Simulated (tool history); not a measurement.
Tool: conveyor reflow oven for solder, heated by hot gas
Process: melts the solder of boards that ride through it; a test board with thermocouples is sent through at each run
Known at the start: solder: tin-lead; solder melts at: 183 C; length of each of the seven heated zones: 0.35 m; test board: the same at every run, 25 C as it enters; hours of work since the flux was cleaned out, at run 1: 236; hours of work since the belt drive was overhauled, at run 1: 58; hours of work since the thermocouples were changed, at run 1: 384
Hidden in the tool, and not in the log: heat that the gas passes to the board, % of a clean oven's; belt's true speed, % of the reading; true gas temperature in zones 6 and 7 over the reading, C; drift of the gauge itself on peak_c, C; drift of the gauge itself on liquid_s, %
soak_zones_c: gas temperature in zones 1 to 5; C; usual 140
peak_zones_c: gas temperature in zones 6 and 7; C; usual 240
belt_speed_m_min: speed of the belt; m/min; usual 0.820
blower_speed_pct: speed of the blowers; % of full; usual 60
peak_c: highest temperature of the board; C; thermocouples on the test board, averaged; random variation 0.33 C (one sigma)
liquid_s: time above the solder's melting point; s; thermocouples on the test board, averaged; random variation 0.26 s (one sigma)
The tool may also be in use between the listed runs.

run     day  soak_zones_c  peak_zones_c  belt_speed_m_min  blower_speed_pct  hours of work since the flux was cleaned out  hours of work since the belt drive was overhauled  hours of work since the thermocouples were changed  peak_c  liquid_s
  1   0.000           140           240             0.820                60                                           236                                                 58                                                 384   217.8      38.2
  2   1.125           140           237             0.820                60                                           255                                                 78                                                 403   215.2      36.9
  3   2.779           140           237             0.820                60                                           283                                                106                                                 431   214.6      37.0
  4   4.800           152           240             0.820                60                                           318                                                141                                                 466   220.3      43.0
  5   6.475           140           240             0.820                54                                           347                                                169                                                 495   215.4      37.0
  6   7.400           146           240             0.820                60                                           363                                                185                                                 510   218.4      39.8
  7   8.425           146           240             0.820                60                                           380                                                203                                                 528   218.0      40.3
  8   9.429           140           240             0.820                60                                           397                                                220                                                 545   217.3      37.4
  9  10.542           140           240             0.820                60                                           416                                                239                                                 564   216.5      38.1
 10  11.725           140           240             0.820                60                                           437                                                259                                                 585   216.7      37.5
 11  12.600           140           240             0.820                60                                           452                                                274                                                 599   216.6      37.7
 12  13.504           140           240             0.820                60                                           467                                                290                                                 615   216.3      37.4
     14.188  -- flux residue cleaned out of gas plates and filters
 13  14.700           140           240             0.820                60                                             9                                                307                                                 632   220.6      40.3
 14  16.279           140           240             0.820                60                                            36                                                334                                                 659   220.5      41.0
 15  17.438           140           240             0.820                60                                            56                                                354                                                 679   220.5      40.3
 16  18.875           137           250             0.767                80                                            80                                                378                                                 703   236.4      49.4
 17  20.629           139           235             0.767                80                                           110                                                408                                                 734   222.8      45.1
 18  22.262           146           240             0.820                60                                           138                                                436                                                 762   221.1      42.6
 19  23.512           140           253             0.820                60                                           160                                                458                                                 783   230.6      45.0
 20  24.912           140           247             0.680                60                                           184                                                482                                                 807   232.4      55.4
 21  26.325           140           252             0.700                90                                           208                                                506                                                 831   242.8      57.6
 22  27.979           140           252             0.700                90                                           236                                                534                                                 860   242.5      57.5
 23  29.554           154           255             0.820                60                                           263                                                561                                                 887   235.1      50.3
 24  30.992           154           255             0.820                60                                           288                                                586                                                 911   235.4      50.4
 25  32.767           154           255             0.820                60                                           318                                                616                                                 942   234.3      50.9
 26  34.733           128           255             0.968                60                                           352                                                650                                                 975   219.8      31.6

Forecast run 27:
 27  36.671           128           255             0.968                60                                           385                                                683                                                1009       ?         ?

peak_c: 219.5 C
liquid_s: 31.5 s
Without the tool's hidden state the same run would have given peak_c 220.6 C, liquid_s 31.4 s.

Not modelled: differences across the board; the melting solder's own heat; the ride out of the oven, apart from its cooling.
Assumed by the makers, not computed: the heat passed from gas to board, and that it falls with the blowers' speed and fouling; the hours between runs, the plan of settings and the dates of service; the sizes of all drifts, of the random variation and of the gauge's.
